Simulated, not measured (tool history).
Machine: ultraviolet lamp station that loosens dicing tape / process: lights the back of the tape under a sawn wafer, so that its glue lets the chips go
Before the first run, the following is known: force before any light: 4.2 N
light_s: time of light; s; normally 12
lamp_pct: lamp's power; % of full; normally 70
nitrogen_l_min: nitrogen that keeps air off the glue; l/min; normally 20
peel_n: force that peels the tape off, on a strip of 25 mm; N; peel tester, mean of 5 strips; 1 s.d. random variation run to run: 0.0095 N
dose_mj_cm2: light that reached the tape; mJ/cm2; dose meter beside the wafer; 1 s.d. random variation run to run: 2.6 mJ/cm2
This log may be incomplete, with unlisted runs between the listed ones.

| run | hour | light_s | lamp_pct | nitrogen_l_min | peel_n | dose_mj_cm2 |
|---|---|---|---|---|---|---|
| 1 | 0.0 | 12 | 70 | 20 | 0.584 | 261 |
| 2 | 18.5 | 12 | 70 | 20 | 0.622 | 256 |
|  | 46.0 | window cleaned of glue's vapour |
| 3 | 47.1 | 12 | 70 | 20 | 0.509 | 284 |
| 4 | 63.0 | 12 | 70 | 20 | 0.494 | 285 |
| 5 | 81.5 | 22 | 70 | 20 | 0.158 | 517 |
| 6 | 104.3 | 22 | 70 | 20 | 0.161 | 509 |
| 7 | 118.6 | 12 | 70 | 9 | 0.846 | 281 |
| 8 | 132.6 | 12 | 70 | 9 | 0.875 | 276 |
| 9 | 147.4 | 12 | 70 | 9 | 0.864 | 275 |
| 10 | 164.2 | 12 | 70 | 9 | 0.862 | 269 |
| 11 | 184.9 | 12 | 70 | 9 | 0.903 | 274 |
| 12 | 200.6 | 12 | 70 | 29 | 0.454 | 268 |
| 13 | 225.3 | 12 | 70 | 9 | 0.920 | 264 |
| 14 | 247.1 | 14 | 70 | 33 | 0.329 | 305 |
| 15 | 269.1 | 14 | 70 | 33 | 0.337 | 301 |
| 16 | 285.4 | 14 | 70 | 33 | 0.334 | 302 |
| 17 | 312.2 | 14 | 70 | 33 | 0.347 | 296 |
| 18 | 337.2 | 21 | 67 | 22 | 0.212 | 419 |
| 19 | 351.6 | 21 | 67 | 22 | 0.220 | 413 |
| 20 | 371.6 | 22 | 76 | 11 | 0.258 | 491 |
| 21 | 389.0 | 13 | 76 | 25 | 0.427 | 290 |
| 22 | 412.7 | 13 | 76 | 25 | 0.437 | 290 |
| 23 | 433.4 | 13 | 61 | 34 | 0.580 | 229 |

Forecast each of these 3 alternatives for the next run:
| A | 453.3 | 15 | 75 | 15 | ? | ? |
| B | 453.3 | 13 | 91 | 17 | ? | ? |
| C | 453.3 | 9 | 77 | 30 | ? | ? |

| run | peel_n | dose_mj_cm2 |
|---|---|---|
| A | 0.504 | 318 |
| B | 0.422 | 338 |
| C | 0.765 | 193 |
Without the tool's hidden state the same runs would have given:
| run | peel_n | dose_mj_cm2 |
|---|---|---|
| A | 0.277 | 430 |
| B | 0.229 | 455 |
| C | 0.448 | 262 |
